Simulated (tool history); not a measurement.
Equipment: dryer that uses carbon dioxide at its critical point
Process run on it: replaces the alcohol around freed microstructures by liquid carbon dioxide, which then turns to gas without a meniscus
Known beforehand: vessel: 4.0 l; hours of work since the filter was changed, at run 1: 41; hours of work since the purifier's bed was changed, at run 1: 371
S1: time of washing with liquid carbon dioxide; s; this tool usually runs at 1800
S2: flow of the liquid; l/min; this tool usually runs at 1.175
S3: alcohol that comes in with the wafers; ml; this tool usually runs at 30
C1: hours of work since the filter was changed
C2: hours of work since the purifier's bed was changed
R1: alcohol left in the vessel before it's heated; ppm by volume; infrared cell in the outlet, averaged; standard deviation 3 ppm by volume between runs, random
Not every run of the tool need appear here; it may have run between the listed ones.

run,hour,S1,S2,S3,C1,C2,R1
1,0.0,1800,1.175,30,41,371,29
2,24.8,1800,1.175,30,51,381,36
3,46.0,2160,1.175,30,60,389,27
4,62.5,2160,1.175,30,67,396,30
5,77.2,1800,1.175,30,73,402,31
6,93.3,1800,1.175,44,79,409,32
7,104.0,1800,1.175,45,84,413,31
8,114.3,1080,1.175,45,88,417,142
9,128.3,1080,1.440,45,94,423,73
10,146.4,1080,1.440,45,101,431,69
11,163.0,1800,1.175,48,108,437,36
12,183.8,1800,1.175,48,116,446,37
13,194.5,1800,1.175,30,121,450,35
14,213.8,1800,1.175,30,129,458,37
15,231.6,1800,1.175,30,136,465,35
16,246.4,2580,1.175,64,142,472,31
17,258.3,2580,1.175,64,147,476,33
18,278.4,1260,0.790,25,155,485,234
19,295.7,1620,1.400,53,162,492,39
20,312.9,1620,1.400,53,169,499,32
21,331.6,2280,0.940,72,177,507,45
22,345.9,1320,1.175,100,183,512,147
23,360.3,1320,1.175,100,189,518,153
24,384.1,1320,1.175,100,199,528,154
25,405.5,1320,0.950,36,207,537,166
26,427.1,1500,1.010,34,216,546,85
27,450.8,1500,1.010,34,226,555,87
28,473.4,1800,0.760,71,235,565,222
29,494.9,1800,0.760,71,244,573,238
30,510.2,1920,1.730,58,250,580,35

Branching from run 30: 5 alternative next runs. What would each branch give?
A,529.5,1140,0.900,30,258,588,?
B,529.5,1620,0.780,35,258,588,?
C,529.5,1920,1.320,60,258,588,?
D,529.5,1800,0.950,86,258,588,?
E,529.5,1800,1.130,40,258,588,?

run,R1
A,293
B,172
C,46
D,110
E,47
Stripped of hidden state, with their random variation kept, the same runs would have yielded:
run,R1
A,166
B,79
C,10
D,37
E,7

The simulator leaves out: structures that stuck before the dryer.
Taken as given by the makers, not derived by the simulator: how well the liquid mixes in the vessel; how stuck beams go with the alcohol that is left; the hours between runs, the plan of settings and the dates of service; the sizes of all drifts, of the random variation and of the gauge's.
